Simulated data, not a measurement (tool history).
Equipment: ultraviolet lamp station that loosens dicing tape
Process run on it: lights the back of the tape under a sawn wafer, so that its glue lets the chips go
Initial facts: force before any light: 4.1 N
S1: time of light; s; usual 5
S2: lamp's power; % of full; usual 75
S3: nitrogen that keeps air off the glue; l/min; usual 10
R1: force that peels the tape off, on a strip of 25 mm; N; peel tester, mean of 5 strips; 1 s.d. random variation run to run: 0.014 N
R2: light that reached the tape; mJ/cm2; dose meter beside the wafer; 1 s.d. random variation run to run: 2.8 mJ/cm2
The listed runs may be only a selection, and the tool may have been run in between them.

{"run": 1, "hour": 0.0, "S1": 5, "S2": 75, "S3": 10, "R1": 1.072, "R2": 282}
{"run": 2, "hour": 29.0, "S1": 5, "S2": 75, "S3": 10, "R1": 1.087, "R2": 277}
{"run": 3, "hour": 49.2, "S1": 5, "S2": 75, "S3": 10, "R1": 1.1, "R2": 276}
{"run": 4, "hour": 95.0, "S1": 5, "S2": 75, "S3": 10, "R1": 1.095, "R2": 275}
{"run": 5, "hour": 126.5, "S1": 5, "S2": 75, "S3": 10, "R1": 1.112, "R2": 266}
{"run": 6, "hour": 167.6, "S1": 5, "S2": 75, "S3": 10, "R1": 1.152, "R2": 265}
{"hour": 189.8, "done": "lamp changed"}
{"run": 7, "hour": 217.4, "S1": 5, "S2": 75, "S3": 10, "R1": 0.703, "R2": 370}
{"run": 8, "hour": 260.3, "S1": 3, "S2": 75, "S3": 10, "R1": 1.344, "R2": 224}
{"run": 9, "hour": 283.6, "S1": 5, "S2": 75, "S3": 10, "R1": 0.727, "R2": 370}
{"run": 10, "hour": 329.7, "S1": 5, "S2": 75, "S3": 10, "R1": 0.73, "R2": 365}
{"run": 11, "hour": 357.2, "S1": 5, "S2": 75, "S3": 10, "R1": 0.744, "R2": 363}
{"run": 12, "hour": 385.4, "S1": 5, "S2": 75, "S3": 10, "R1": 0.748, "R2": 366}
{"run": 13, "hour": 425.1, "S1": 5, "S2": 75, "S3": 10, "R1": 0.744, "R2": 357}
{"run": 14, "hour": 474.4, "S1": 3, "S2": 75, "S3": 10, "R1": 1.405, "R2": 213}
{"run": 15, "hour": 517.1, "S1": 5, "S2": 75, "S3": 10, "R1": 0.8, "R2": 350}
{"run": 16, "hour": 557.5, "S1": 4, "S2": 94, "S3": 10, "R1": 0.792, "R2": 347}
{"run": 17, "hour": 581.9, "S1": 4, "S2": 85, "S3": 10, "R1": 0.892, "R2": 315}
{"run": 18, "hour": 618.1, "S1": 8, "S2": 75, "S3": 4, "R1": 0.619, "R2": 544}
{"hour": 652.2, "done": "window cleaned of glue's vapour"}
{"run": 19, "hour": 662.5, "S1": 2, "S2": 82, "S3": 16, "R1": 1.637, "R2": 165}
{"run": 20, "hour": 705.3, "S1": 2, "S2": 82, "S3": 16, "R1": 1.673, "R2": 160}
{"run": 21, "hour": 737.3, "S1": 2, "S2": 82, "S3": 16, "R1": 1.624, "R2": 158}
{"run": 22, "hour": 785.0, "S1": 2, "S2": 82, "S3": 16, "R1": 1.617, "R2": 161}
{"run": 23, "hour": 816.9, "S1": 2, "S2": 73, "S3": 9, "R1": 2.076, "R2": 140}
{"run": 24, "hour": 853.3, "S1": 5, "S2": 93, "S3": 5, "R1": 0.776, "R2": 443}
{"run": 25, "hour": 895.5, "S1": 5, "S2": 93, "S3": 5, "R1": 0.778, "R2": 439}
{"run": 26, "hour": 923.1, "S1": 4, "S2": 87, "S3": 7, "R1": 1.04, "R2": 328}
{"run": 27, "hour": 959.7, "S1": 4, "S2": 87, "S3": 7, "R1": 1.042, "R2": 323}

For each run, the measured value with the value that run would have given without the tool's hidden condition subtracted. The run-to-run variation is shared by both, the gauge scatter possibly not:
Unlogged tool condition in this case: lamp's light, % of a new lamp's; light that the window lets through, % of a clean one's; drift of the gauge itself on peel_n, %; drift of the gauge itself on dose_mj_cm2, %.
run=1 R1=+0.434 R2=-124
run=2 R1=+0.444 R2=-127
run=3 R1=+0.457 R2=-129
run=4 R1=+0.467 R2=-132
run=5 R1=+0.478 R2=-133
run=6 R1=+0.501 R2=-137
run=7 R1=+0.070 R2=-27
run=8 R1=+0.108 R2=-18
run=9 R1=+0.088 R2=-32
run=10 R1=+0.099 R2=-36
run=11 R1=+0.105 R2=-39
run=12 R1=+0.113 R2=-41
run=13 R1=+0.120 R2=-43
run=14 R1=+0.176 R2=-29
run=15 R1=+0.148 R2=-51
run=16 R1=+0.158 R2=-55
run=17 R1=+0.174 R2=-52
run=18 R1=+0.140 R2=-94
run=19 R1=+0.110 R2=-13
run=20 R1=+0.126 R2=-14
run=21 R1=+0.133 R2=-16
run=22 R1=+0.146 R2=-17
run=23 R1=+0.156 R2=-17
run=24 R1=+0.131 R2=-57
run=25 R1=+0.141 R2=-61
run=26 R1=+0.176 R2=-48
run=27 R1=+0.187 R2=-51
